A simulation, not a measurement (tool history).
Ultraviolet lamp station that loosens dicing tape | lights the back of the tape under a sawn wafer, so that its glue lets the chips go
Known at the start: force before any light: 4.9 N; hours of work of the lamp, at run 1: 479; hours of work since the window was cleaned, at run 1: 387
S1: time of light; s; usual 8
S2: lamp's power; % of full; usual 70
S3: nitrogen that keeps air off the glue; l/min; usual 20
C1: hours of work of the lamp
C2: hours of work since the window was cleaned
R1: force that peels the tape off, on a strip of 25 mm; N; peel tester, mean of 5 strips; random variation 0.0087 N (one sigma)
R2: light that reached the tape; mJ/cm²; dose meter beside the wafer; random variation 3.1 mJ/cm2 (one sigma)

{"run": 1, "day": 0.0, "S1": 8, "S2": 70, "S3": 20, "C1": 479, "C2": 387, "R1": 0.542, "R2": 392}
{"run": 2, "day": 0.642, "S1": 8, "S2": 70, "S3": 20, "C1": 491, "C2": 399, "R1": 0.51, "R2": 389}
{"run": 3, "day": 1.421, "S1": 5, "S2": 70, "S3": 20, "C1": 505, "C2": 413, "R1": 1.128, "R2": 241}
{"run": 4, "day": 2.1, "S1": 8, "S2": 70, "S3": 20, "C1": 517, "C2": 425, "R1": 0.54, "R2": 387}
{"run": 5, "day": 3.346, "S1": 8, "S2": 71, "S3": 20, "C1": 540, "C2": 448, "R1": 0.547, "R2": 382}
{"run": 6, "day": 4.142, "S1": 8, "S2": 70, "S3": 20, "C1": 554, "C2": 462, "R1": 0.549, "R2": 375}
{"run": 7, "day": 5.346, "S1": 8, "S2": 70, "S3": 20, "C1": 576, "C2": 484, "R1": 0.583, "R2": 371}
{"day": 5.458, "done": "window cleaned of glue's vapour"}
{"run": 8, "day": 6.658, "S1": 8, "S2": 63, "S3": 20, "C1": 599, "C2": 22, "R1": 0.778, "R2": 313}
{"run": 9, "day": 7.667, "S1": 6, "S2": 71, "S3": 7, "C1": 618, "C2": 40, "R1": 1.647, "R2": 268}
{"run": 10, "day": 8.833, "S1": 6, "S2": 74, "S3": 37, "C1": 639, "C2": 61, "R1": 0.756, "R2": 274}
{"run": 11, "day": 10.312, "S1": 14, "S2": 84, "S3": 9, "C1": 666, "C2": 88, "R1": 0.272, "R2": 714}

5 ways to go on from here, each from the tool as it stands after run 11. What would each give?
{"day": 10.654, "done": "window cleaned of glue's vapour, once more"}
{"run": "A", "day": 11.525, "S1": 14, "S2": 77, "S3": 39, "C1": 687, "C2": 16, "R1": "?", "R2": "?"}
{"day": 10.654, "done": "window cleaned of glue's vapour, once more"}
{"run": "B", "day": 11.525, "S1": 8, "S2": 73, "S3": 20, "C1": 687, "C2": 16, "R1": "?", "R2": "?"}
{"day": 10.654, "done": "window cleaned of glue's vapour, once more"}
{"run": "C", "day": 11.525, "S1": 5, "S2": 74, "S3": 20, "C1": 687, "C2": 16, "R1": "?", "R2": "?"}
{"day": 10.654, "done": "window cleaned of glue's vapour, once more"}
{"run": "D", "day": 11.525, "S1": 7, "S2": 71, "S3": 9, "C1": 687, "C2": 16, "R1": "?", "R2": "?"}
{"day": 10.654, "done": "window cleaned of glue's vapour, once more"}
{"run": "E", "day": 11.525, "S1": 6, "S2": 82, "S3": 33, "C1": 687, "C2": 16, "R1": "?", "R2": "?"}

run=A R1=0.154 R2=755
run=B R1=0.489 R2=410
run=C R1=1.015 R2=260
run=D R1=0.97 R2=344
run=E R1=0.517 R2=345
Without the tool's hidden state the same runs would have given:
run=A R1=0.143 R2=925
run=B R1=0.333 R2=503
run=C R1=0.738 R2=319
run=D R1=0.7 R2=423
run=E R1=0.353 R2=423
